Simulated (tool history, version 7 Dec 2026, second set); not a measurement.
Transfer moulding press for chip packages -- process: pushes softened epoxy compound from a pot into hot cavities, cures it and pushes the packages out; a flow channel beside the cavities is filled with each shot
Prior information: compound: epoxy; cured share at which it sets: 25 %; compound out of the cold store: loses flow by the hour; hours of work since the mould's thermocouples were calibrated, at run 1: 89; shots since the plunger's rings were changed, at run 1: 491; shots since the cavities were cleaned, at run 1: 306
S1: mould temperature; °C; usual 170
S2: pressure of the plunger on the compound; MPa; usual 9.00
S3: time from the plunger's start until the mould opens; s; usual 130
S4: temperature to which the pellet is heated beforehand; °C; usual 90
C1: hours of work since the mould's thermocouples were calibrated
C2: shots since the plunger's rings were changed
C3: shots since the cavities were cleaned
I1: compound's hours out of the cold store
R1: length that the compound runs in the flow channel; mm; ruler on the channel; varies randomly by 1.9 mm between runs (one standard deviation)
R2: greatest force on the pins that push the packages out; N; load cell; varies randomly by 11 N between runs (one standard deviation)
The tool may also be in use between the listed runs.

| run | hour | S1 | S2 | S3 | S4 | C1 | C2 | C3 | I1 | R1 | R2 |
|---|---|---|---|---|---|---|---|---|---|---|---|
| 1 | 0.0 | 170 | 9.00 | 130 | 90 | 89 | 491 | 306 | 33.0 | 513 | 672 |
| 2 | 49.6 | 170 | 9.00 | 130 | 90 | 119 | 905 | 720 | 25.0 | 537 | 825 |
|  | 55.9 | cavities cleaned with cleaning compound and waxed |
| 3 | 89.2 | 170 | 9.00 | 170 | 90 | 143 | 1224 | 279 | 23.3 | 542 | 812 |
| 4 | 133.5 | 169 | 9.00 | 130 | 90 | 169 | 1594 | 649 | 23.3 | 537 | 971 |
|  | 146.1 | cavities cleaned with cleaning compound and waxed |
| 5 | 187.2 | 169 | 9.00 | 150 | 90 | 201 | 2030 | 343 | 12.2 | 580 | 638 |
| 6 | 221.3 | 169 | 9.00 | 150 | 90 | 222 | 2315 | 628 | 22.8 | 539 | 710 |
|  | 233.9 | cavities cleaned with cleaning compound and waxed, once more |
| 7 | 266.9 | 169 | 9.00 | 150 | 90 | 249 | 2684 | 276 | 17.5 | 555 | 637 |
| 8 | 309.2 | 170 | 9.00 | 130 | 90 | 274 | 3038 | 630 | 11.5 | 573 | 831 |
|  | 324.8 | cavities cleaned with cleaning compound and waxed |
| 9 | 347.3 | 170 | 9.00 | 155 | 90 | 297 | 3344 | 189 | 19.7 | 542 | 547 |
| 10 | 386.8 | 170 | 9.00 | 155 | 90 | 321 | 3674 | 519 | 47.3 | 445 | 689 |
|  | 415.1 | cavities cleaned with cleaning compound and waxed |
| 11 | 453.8 | 170 | 9.00 | 155 | 90 | 361 | 4221 | 324 | 30.4 | 498 | 615 |
|  | 503.8 | plunger's sealing rings changed |
|  | 511.3 | cavities cleaned with cleaning compound and waxed |
| 12 | 513.4 | 170 | 9.00 | 130 | 99 | 394 | 68 | 18 | 42.3 | 477 | 508 |
| 13 | 554.7 | 170 | 9.00 | 130 | 99 | 419 | 413 | 363 | 11.5 | 591 | 744 |
|  | 576.3 | mould's thermocouples calibrated |
| 14 | 591.8 | 170 | 9.00 | 130 | 99 | 9 | 706 | 656 | 37.1 | 491 | 750 |
|  | 606.4 | cavities cleaned with cleaning compound and waxed |
| 15 | 662.4 | 170 | 9.00 | 130 | 99 | 51 | 1284 | 469 | 34.6 | 495 | 728 |
|  | 700.1 | cavities cleaned with cleaning compound and waxed |
| 16 | 714.4 | 162 | 7.64 | 130 | 88 | 82 | 1705 | 119 | 18.4 | 530 | 957 |
| 17 | 771.9 | 162 | 7.64 | 130 | 88 | 117 | 2186 | 600 | 17.5 | 529 | 1265 |
|  | 791.3 | cavities cleaned with cleaning compound and waxed |
| 18 | 817.5 | 162 | 7.64 | 130 | 88 | 144 | 2555 | 219 | 14.7 | 539 | 1062 |
| 19 | 874.4 | 162 | 7.64 | 130 | 88 | 178 | 3031 | 695 | 29.3 | 482 | 1266 |
|  | 886.5 | cavities cleaned with cleaning compound and waxed |
| 20 | 930.5 | 162 | 7.64 | 130 | 88 | 212 | 3487 | 368 | 38.9 | 449 | 1039 |
| 21 | 969.2 | 162 | 9.24 | 152 | 88 | 235 | 3810 | 691 | 17.9 | 568 | 976 |
|  | 977.0 | cavities cleaned with cleaning compound and waxed |
| 22 | 1005.2 | 162 | 9.24 | 152 | 88 | 256 | 4099 | 236 | 21.4 | 553 | 773 |
| 23 | 1042.7 | 170 | 8.50 | 113 | 88 | 279 | 4412 | 549 | 27.8 | 490 | 925 |
|  | 1068.6 | plunger's sealing rings changed |
|  | 1070.1 | cavities cleaned with cleaning compound and waxed |
| 24 | 1087.5 | 170 | 8.50 | 113 | 88 | 304 | 145 | 145 | 31.4 | 504 | 719 |

4 ways to go on from here, each from the tool as it stands after run 24. What would each give?
| A | 1129.5 | 169 | 9.00 | 148 | 89 | 329 | 496 | 496 | 25.0 | ? | ? |
| B | 1129.5 | 173 | 8.91 | 130 | 90 | 329 | 496 | 496 | 15.3 | ? | ? |
| C | 1129.5 | 167 | 8.50 | 113 | 88 | 329 | 496 | 496 | 31.3 | ? | ? |
| D | 1129.5 | 170 | 9.00 | 156 | 90 | 329 | 496 | 496 | 25.9 | ? | ? |

| run | R1 | R2 |
|---|---|---|
| A | 541 | 686 |
| B | 564 | 705 |
| C | 507 | 1110 |
| D | 534 | 676 |
The same runs, with their run-to-run variation unchanged, on a tool lacking any hidden condition would have given:
| run | R1 | R2 |
|---|---|---|
| A | 543 | 437 |
| B | 567 | 451 |
| C | 509 | 698 |
| D | 537 | 433 |

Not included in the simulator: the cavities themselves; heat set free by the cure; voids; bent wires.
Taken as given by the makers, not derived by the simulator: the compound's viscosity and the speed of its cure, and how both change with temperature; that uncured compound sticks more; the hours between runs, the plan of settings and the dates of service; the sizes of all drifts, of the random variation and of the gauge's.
